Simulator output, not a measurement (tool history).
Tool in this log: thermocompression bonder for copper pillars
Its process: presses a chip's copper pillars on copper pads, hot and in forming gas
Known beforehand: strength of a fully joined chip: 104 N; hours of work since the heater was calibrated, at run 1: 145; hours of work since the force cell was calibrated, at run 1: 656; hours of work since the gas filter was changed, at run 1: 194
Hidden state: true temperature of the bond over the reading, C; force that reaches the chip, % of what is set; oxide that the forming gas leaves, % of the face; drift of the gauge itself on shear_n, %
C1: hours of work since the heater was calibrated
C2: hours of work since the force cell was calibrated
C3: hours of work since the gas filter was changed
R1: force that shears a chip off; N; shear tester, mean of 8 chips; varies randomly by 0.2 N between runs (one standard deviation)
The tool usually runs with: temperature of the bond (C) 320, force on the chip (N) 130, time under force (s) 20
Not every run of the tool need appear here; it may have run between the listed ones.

run 1 hour=0 | temperature_of_the_bond_(C)=320 force_on_the_chip_(N)=130 time_under_force_(s)=20 | C1=145 C2=656 C3=194 | R1=63.5
run 2 hour=10.1 | temperature_of_the_bond_(C)=320 force_on_the_chip_(N)=130 time_under_force_(s)=20 | C1=153 C2=664 C3=201 | R1=63.4
run 3 hour=19.9 | temperature_of_the_bond_(C)=320 force_on_the_chip_(N)=130 time_under_force_(s)=20 | C1=160 C2=671 C3=209 | R1=63.9
run 4 hour=32.8 | temperature_of_the_bond_(C)=320 force_on_the_chip_(N)=130 time_under_force_(s)=20 | C1=170 C2=681 C3=219 | R1=63.7
run 5 hour=49.8 | temperature_of_the_bond_(C)=320 force_on_the_chip_(N)=130 time_under_force_(s)=20 | C1=183 C2=694 C3=232 | R1=64.1
run 6 hour=64.4 | temperature_of_the_bond_(C)=320 force_on_the_chip_(N)=130 time_under_force_(s)=20 | C1=194 C2=706 C3=243 | R1=63.5
run 7 hour=83.7 | temperature_of_the_bond_(C)=320 force_on_the_chip_(N)=130 time_under_force_(s)=20 | C1=209 C2=720 C3=258 | R1=63.6
-- hour=97.5 forming gas filter changed
run 8 hour=100 | temperature_of_the_bond_(C)=317 force_on_the_chip_(N)=130 time_under_force_(s)=20 | C1=221 C2=733 C3=2 | R1=61.9
run 9 hour=120.1 | temperature_of_the_bond_(C)=321 force_on_the_chip_(N)=194 time_under_force_(s)=12 | C1=237 C2=748 C3=17 | R1=67.4
run 10 hour=131.3 | temperature_of_the_bond_(C)=321 force_on_the_chip_(N)=194 time_under_force_(s)=12 | C1=246 C2=757 C3=26 | R1=67.3
run 11 hour=143.1 | temperature_of_the_bond_(C)=321 force_on_the_chip_(N)=194 time_under_force_(s)=12 | C1=255 C2=766 C3=35 | R1=67.4

What will run 12 give?
run 12 hour=157.7 | temperature_of_the_bond_(C)=338 force_on_the_chip_(N)=194 time_under_force_(s)=12 | C1=266 C2=777 C3=46 | R1=?

R1: 77.5 N
If the tool had no hidden condition, the same run with the same run-to-run variation would have returned R1 77.5 N.
